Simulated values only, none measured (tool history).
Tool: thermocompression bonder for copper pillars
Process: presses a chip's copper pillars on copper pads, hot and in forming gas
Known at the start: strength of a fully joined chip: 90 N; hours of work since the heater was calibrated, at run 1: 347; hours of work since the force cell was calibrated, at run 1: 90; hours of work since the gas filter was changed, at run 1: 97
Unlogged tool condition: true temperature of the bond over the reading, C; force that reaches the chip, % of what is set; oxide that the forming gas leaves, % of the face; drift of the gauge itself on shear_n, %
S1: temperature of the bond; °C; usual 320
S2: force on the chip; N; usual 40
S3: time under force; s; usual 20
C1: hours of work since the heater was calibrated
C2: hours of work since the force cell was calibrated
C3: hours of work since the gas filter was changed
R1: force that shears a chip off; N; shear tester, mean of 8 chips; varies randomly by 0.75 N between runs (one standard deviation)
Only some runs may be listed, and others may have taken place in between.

| run | day | S1 | S2 | S3 | C1 | C2 | C3 | R1 |
|---|---|---|---|---|---|---|---|---|
| 1 | 0.000 | 320 | 40 | 20 | 347 | 90 | 97 | 51.3 |
|  | 0.433 | forming gas filter changed |
| 2 | 0.750 | 320 | 40 | 20 | 357 | 99 | 4 | 52.4 |
| 3 | 1.825 | 320 | 40 | 24 | 371 | 114 | 18 | 54.3 |
| 4 | 2.579 | 305 | 40 | 20 | 381 | 124 | 28 | 42.4 |
| 5 | 3.429 | 320 | 40 | 20 | 392 | 135 | 39 | 51.9 |
| 6 | 4.404 | 320 | 40 | 20 | 405 | 148 | 52 | 50.9 |
| 7 | 5.388 | 320 | 40 | 20 | 418 | 161 | 65 | 52.4 |
| 8 | 6.175 | 320 | 40 | 20 | 428 | 171 | 76 | 52.5 |
| 9 | 6.804 | 320 | 40 | 20 | 436 | 179 | 84 | 51.7 |
| 10 | 8.046 | 320 | 40 | 20 | 453 | 195 | 100 | 49.5 |
|  | 8.212 | forming gas filter changed |
| 11 | 9.138 | 301 | 40 | 20 | 467 | 210 | 12 | 41.2 |
| 12 | 9.929 | 316 | 40 | 20 | 477 | 220 | 23 | 49.7 |
| 13 | 10.538 | 316 | 40 | 20 | 485 | 228 | 31 | 49.7 |
| 14 | 11.421 | 316 | 40 | 20 | 497 | 240 | 42 | 48.4 |
| 15 | 12.154 | 320 | 40 | 20 | 506 | 249 | 52 | 51.3 |
| 16 | 13.408 | 320 | 40 | 15 | 523 | 266 | 68 | 45.9 |
| 17 | 14.404 | 320 | 40 | 15 | 536 | 279 | 82 | 46.4 |
| 18 | 15.612 | 316 | 30 | 51 | 552 | 295 | 97 | 51.8 |
|  | 16.004 | forming gas filter changed |
| 19 | 16.271 | 316 | 30 | 51 | 560 | 303 | 4 | 53.9 |
| 20 | 17.483 | 316 | 30 | 51 | 576 | 319 | 19 | 53.6 |
| 21 | 18.333 | 345 | 33 | 11 | 587 | 330 | 31 | 47.6 |
| 22 | 18.996 | 320 | 41 | 37 | 596 | 339 | 39 | 62.9 |
|  | 19.162 | heater calibrated with a thermocouple chip |
| 23 | 19.721 | 320 | 41 | 37 | 7 | 348 | 48 | 63.1 |
| 24 | 20.300 | 313 | 41 | 20 | 15 | 355 | 55 | 49.2 |
| 25 | 21.575 | 313 | 41 | 20 | 32 | 372 | 72 | 49.3 |
| 26 | 22.833 | 313 | 41 | 20 | 48 | 388 | 89 | 49.9 |
|  | 23.867 | forming gas filter changed |
| 27 | 24.183 | 320 | 27 | 36 | 66 | 406 | 4 | 50.1 |
| 28 | 24.904 | 320 | 27 | 36 | 75 | 415 | 14 | 50.4 |
| 29 | 25.942 | 327 | 27 | 20 | 89 | 429 | 27 | 44.1 |
| 30 | 26.508 | 291 | 49 | 16 | 96 | 437 | 35 | 40.1 |
| 31 | 27.512 | 291 | 49 | 16 | 110 | 450 | 48 | 39.2 |
| 32 | 28.146 | 314 | 56 | 20 | 118 | 458 | 56 | 60.5 |
| 33 | 29.133 | 320 | 51 | 20 | 131 | 471 | 69 | 59.1 |

Same runs, no hidden state in the tool, same run-to-run variation:
| run | R1 |
|---|---|
| 1 | 55.8 |
| 2 | 55.6 |
| 3 | 57.9 |
| 4 | 46.0 |
| 5 | 56.0 |
| 6 | 55.2 |
| 7 | 57.0 |
| 8 | 57.4 |
| 9 | 56.8 |
| 10 | 54.9 |
| 11 | 45.3 |
| 12 | 54.3 |
| 13 | 54.4 |
| 14 | 53.3 |
| 15 | 56.6 |
| 16 | 51.2 |
| 17 | 52.0 |
| 18 | 58.1 |
| 19 | 58.9 |
| 20 | 59.0 |
| 21 | 52.7 |
| 22 | 68.8 |
| 23 | 65.4 |
| 24 | 51.6 |
| 25 | 52.1 |
| 26 | 53.1 |
| 27 | 51.9 |
| 28 | 52.5 |
| 29 | 46.4 |
| 30 | 42.6 |
| 31 | 42.0 |
| 32 | 63.8 |
| 33 | 62.7 |
